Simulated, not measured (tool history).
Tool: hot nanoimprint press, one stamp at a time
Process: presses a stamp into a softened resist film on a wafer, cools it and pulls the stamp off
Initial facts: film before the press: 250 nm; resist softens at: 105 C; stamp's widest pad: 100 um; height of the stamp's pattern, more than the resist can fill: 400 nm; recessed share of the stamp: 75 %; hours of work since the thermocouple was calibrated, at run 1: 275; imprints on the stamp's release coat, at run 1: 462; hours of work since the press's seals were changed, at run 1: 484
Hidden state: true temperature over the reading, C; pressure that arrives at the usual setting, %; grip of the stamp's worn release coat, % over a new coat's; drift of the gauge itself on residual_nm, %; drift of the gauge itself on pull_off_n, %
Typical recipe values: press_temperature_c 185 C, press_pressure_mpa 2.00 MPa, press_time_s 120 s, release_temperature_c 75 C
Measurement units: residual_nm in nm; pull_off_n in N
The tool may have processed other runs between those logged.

run,hour,press_temperature_c,press_pressure_mpa,press_time_s,release_temperature_c,hours of work since the thermocouple was calibrated,imprints on the stamp's release coat,hours of work since the press's seals were changed,residual_nm,pull_off_n
1,0.0,185,2.00,120,75,275,462,484,103.4,235
2,64.6,185,1.21,120,75,322,795,531,132.7,267
# hour 111.0: stamp cleaned and given a new release coat
3,124.1,185,2.27,120,75,361,67,571,94.9,203
4,176.6,185,2.27,120,75,400,338,609,95.3,220
5,228.2,185,2.27,120,75,437,604,647,95.4,255
6,273.6,185,2.27,120,75,470,838,680,94.6,261
# hour 311.9: stamp cleaned and given a new release coat
7,332.7,185,2.27,120,75,509,107,719,95.5,199
8,373.0,185,2.00,120,75,539,315,748,100.5,230
9,403.8,185,2.00,120,75,561,474,770,99.0,232
# hour 435.3: plate thermocouple calibrated
10,460.1,185,2.00,120,75,18,749,809,96.3,246
# hour 514.0: stamp cleaned and given a new release coat
11,536.6,185,2.00,120,61,70,117,861,97.9,251
12,585.2,185,2.00,120,70,105,367,896,96.4,236
13,630.7,185,2.00,120,70,138,602,930,96.5,256
# hour 640.4: plate thermocouple calibrated, once more
# hour 697.1: press's hydraulic seals changed and the load cell set to zero
14,701.7,185,2.00,120,70,39,911,3,105.7,308
# hour 725.3: stamp cleaned and given a new release coat
15,772.3,185,2.00,120,70,86,242,51,104.7,252
16,838.0,178,1.86,120,75,134,581,98,144.6,257
17,906.3,185,2.00,82,75,184,934,148,118.5,281
# hour 925.0: stamp cleaned and given a new release coat
18,952.1,185,2.00,82,75,213,140,177,119.4,210

The next listed run, before its measurement:
19,1007.7,184,2.19,84,75,254,427,218,?,?

Run 19 produced residual_nm 115.3 nm, pull_off_n 236 N.
The same run, on a tool lacking any hidden state, would have yielded residual_nm 119.8 nm, pull_off_n 205 N.
